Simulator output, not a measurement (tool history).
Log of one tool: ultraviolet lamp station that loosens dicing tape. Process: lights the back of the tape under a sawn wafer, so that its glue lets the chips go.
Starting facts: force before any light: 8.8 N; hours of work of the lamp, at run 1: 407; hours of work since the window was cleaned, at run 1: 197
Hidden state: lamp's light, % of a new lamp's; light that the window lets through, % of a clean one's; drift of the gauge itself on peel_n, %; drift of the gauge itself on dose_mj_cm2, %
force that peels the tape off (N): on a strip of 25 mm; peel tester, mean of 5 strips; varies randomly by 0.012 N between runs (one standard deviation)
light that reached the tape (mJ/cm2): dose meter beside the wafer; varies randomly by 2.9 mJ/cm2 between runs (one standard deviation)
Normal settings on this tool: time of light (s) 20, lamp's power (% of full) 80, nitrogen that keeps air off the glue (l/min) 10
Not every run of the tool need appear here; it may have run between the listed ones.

run	hour	time of light (s)	lamp's power (% of full)	nitrogen that keeps air off the glue (l/min)	hours of work of the lamp	hours of work since the window was cleaned	force that peels the tape off (N)	light that reached the tape (mJ/cm2)
1	0	20	80	10	407	197	0.862	349
2	55.5	20	80	10	451	241	0.97	337
3	108.4	20	80	10	492	283	1.045	322
4	152.5	20	80	10	527	318	1.141	320
# hour 181: window cleaned of glue's vapour
5	194.4	20	80	11	560	11	0.789	358
6	223.8	20	80	11	583	34	0.812	351
7	282.7	20	80	10	630	80	0.929	341
8	317.1	20	80	10	657	107	0.96	329
9	342.5	20	80	10	677	128	1.03	327
10	375.5	20	80	10	703	154	1.047	322
11	425.9	20	80	10	743	193	1.178	305
12	482.4	20	80	10	787	238	1.232	299
# hour 533.6: lamp changed
13	533.6	20	80	10	0	278	0.762	372
14	586.4	20	80	10	42	319	0.844	363
# hour 614.7: window cleaned of glue's vapour
15	633.7	20	80	10	79	15	0.604	417
16	675.9	20	80	10	112	48	0.635	404
17	705.9	20	80	10	136	72	0.63	398
18	733.5	20	80	10	157	94	0.674	389
19	765.4	20	80	10	183	119	0.715	380
20	809.9	31	80	10	218	154	0.256	570
21	858.9	31	80	10	256	193	0.274	551
22	897.4	31	80	10	287	223	0.284	538
23	950.1	31	99	10	328	265	0.191	642

Run 24 has not been measured yet. What should we expect?
24	997.2	31	99	10	366	302	?	?

{"run 24": {"force that peels the tape off (N)": 0.201, "light that reached the tape (mJ/cm2)": 626}}
If the tool had no hidden condition, the same run with the same run-to-run variation would have returned force that peels the tape off (N) 0.107, light that reached the tape (mJ/cm2) 836.
